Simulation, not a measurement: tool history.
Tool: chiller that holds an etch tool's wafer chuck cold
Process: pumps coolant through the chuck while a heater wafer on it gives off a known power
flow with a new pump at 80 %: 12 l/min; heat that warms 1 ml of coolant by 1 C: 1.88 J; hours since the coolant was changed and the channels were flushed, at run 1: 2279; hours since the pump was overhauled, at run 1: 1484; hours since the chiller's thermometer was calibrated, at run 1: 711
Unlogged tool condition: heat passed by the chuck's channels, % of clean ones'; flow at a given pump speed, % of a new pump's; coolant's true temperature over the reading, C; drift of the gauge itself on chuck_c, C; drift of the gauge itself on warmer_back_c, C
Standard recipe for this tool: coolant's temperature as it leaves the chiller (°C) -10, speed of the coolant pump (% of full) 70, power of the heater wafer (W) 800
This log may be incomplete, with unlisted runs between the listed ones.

run   hour  coolant's temperature as it leaves the chiller (°C)  speed of the coolant pump (% of full)  power of the heater wafer (W)  hours since the coolant was changed and the channels were flushed  hours since the pump was overhauled  hours since the chiller's thermometer was calibrated  chuck's temperature once it has settled (°C)  how much warmer the coolant comes back (C)
  1    0.0                                                  -10                                     70                            800                                                               2279                                 1484                                                   711                                         -3.87                                        2.51
  2   30.6                                                  -10                                     70                            800                                                               2310                                 1515                                                   742                                         -4.24                                        2.47
  3   45.7                                                  -10                                     70                            800                                                               2325                                 1530                                                   757                                         -4.16                                        2.50
  4   68.4                                                  -10                                     70                            800                                                               2347                                 1553                                                   780                                         -4.22                                        2.45
  5   85.6                                                  -10                                     70                            800                                                               2365                                 1570                                                   797                                         -4.22                                        2.53
  6  117.2                                                  -19                                     64                            636                                                               2396                                 1601                                                   828                                        -14.26                                        2.19
  7  151.0                                                  -17                                     62                            652                                                               2430                                 1635                                                   862                                        -12.00                                        2.29
  8  176.9                                                  -12                                     70                            782                                                               2456                                 1661                                                   888                                         -6.39                                        2.45
  9  211.2                                                    0                                     69                            782                                                               2490                                 1695                                                   922                                          5.58                                        2.46
 10  236.1                                                  -13                                     70                            800                                                               2515                                 1720                                                   947                                         -7.43                                        2.44

For each run, the measured value with the value that run would have given without the tool's hidden condition subtracted. The run-to-run variation is shared by both, the gauge scatter possibly not:
run  chuck's temperature once it has settled (°C)
  1                                         +0.02
  2                                         +0.00
  3                                         -0.01
  4                                         -0.03
  5                                         -0.05
  6                                         -0.07
  7                                         -0.10
  8                                         -0.12
  9                                         -0.14
 10                                         -0.16
For how much warmer the coolant comes back (C), the value without the hidden state is never more than 0.01 from the measured value.
